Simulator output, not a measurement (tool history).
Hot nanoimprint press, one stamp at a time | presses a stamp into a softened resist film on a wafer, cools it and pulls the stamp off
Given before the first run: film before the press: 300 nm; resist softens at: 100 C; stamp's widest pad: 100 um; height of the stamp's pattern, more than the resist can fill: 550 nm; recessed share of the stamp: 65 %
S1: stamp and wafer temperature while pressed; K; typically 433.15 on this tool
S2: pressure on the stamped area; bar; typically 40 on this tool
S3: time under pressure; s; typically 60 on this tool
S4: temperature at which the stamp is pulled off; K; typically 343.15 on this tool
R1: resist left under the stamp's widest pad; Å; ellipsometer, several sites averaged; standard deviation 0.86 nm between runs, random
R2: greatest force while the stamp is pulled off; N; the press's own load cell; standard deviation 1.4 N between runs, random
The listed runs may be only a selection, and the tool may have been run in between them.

run   hour      S1    S2   S3      S4    R1   R2
  1      0  433.15    40   60  343.15  1313  210
  2    8.3  433.15    40   60  343.15  1287  213
  3     16  433.15    40   77  343.15  1167  212
  4   23.1  433.15  30.8   60  343.15  1436  216
  5   29.5  437.15    40   60  343.15  1009  217
  6     35  437.15    40   60  343.15  1025  215
  7   43.3  433.15    40   60  343.15  1315  220
  8   52.6  433.15    40   60  343.15  1304  218
  9   57.8  433.15    40   60  343.15  1293  221
 10   64.7  433.15    40   60  343.15  1298  223
      68.3  -- plate thermocouple calibrated
        77  -- stamp cleaned and given a new release coat
 11   80.2  433.15    40   60  343.15  1326  192
 12   87.3  433.15    40   60  343.15  1316  194
 13   94.6  433.15    40   60  343.15  1329  194
 14  100.3  433.15    40   60  343.15  1308  193
 15  109.3  431.15    40   81  349.15  1317  190
 16  116.5  431.15    40   81  349.15  1339  189
     120.2  -- plate thermocouple calibrated, once more
 17  123.6  441.15  46.3  118  333.15   508  214
 18  131.5  435.15  31.9  101  343.15   957  197
 19    141  435.15  31.9  101  343.15   959  202
 20  147.7  433.15    40   51  343.15  1295  201
 21  154.9  424.15  42.1   60  343.15  1979  203
 22  163.9  424.15    33   30  351.15  2417  189
 23  171.7  424.15    33   30  351.15  2428  194
 24  180.9  423.15  27.5   60  342.15  2301  208
 25    185  442.15    51   93  343.15   511  209
 26  189.6  427.15    40   60  338.15  1739  215
 27  197.1  433.15  26.8   45  330.15  1613  232

5 options for the next run, each taken on its own from the tool as it stands now. Forecast them:
  A  204.3  428.15  28.6  60  343.15   ?   ?
  B  204.3  423.15  24.4  45  349.15   ?   ?
  C  204.3  433.15  35.5  66  332.15   ?   ?
  D  204.3  435.15    40  39  338.15   ?   ?
  E  204.3  428.15    40  60  343.15   ?   ?

run    R1   R2
  A  1872  211
  B  2483  200
  C  1248  227
  D  1302  220
  E  1654  214
Without the tool's unlogged condition, the same runs would have read:
run    R1   R2
  A  1865  191
  B  2479  181
  C  1241  205
  D  1294  199
  E  1645  193
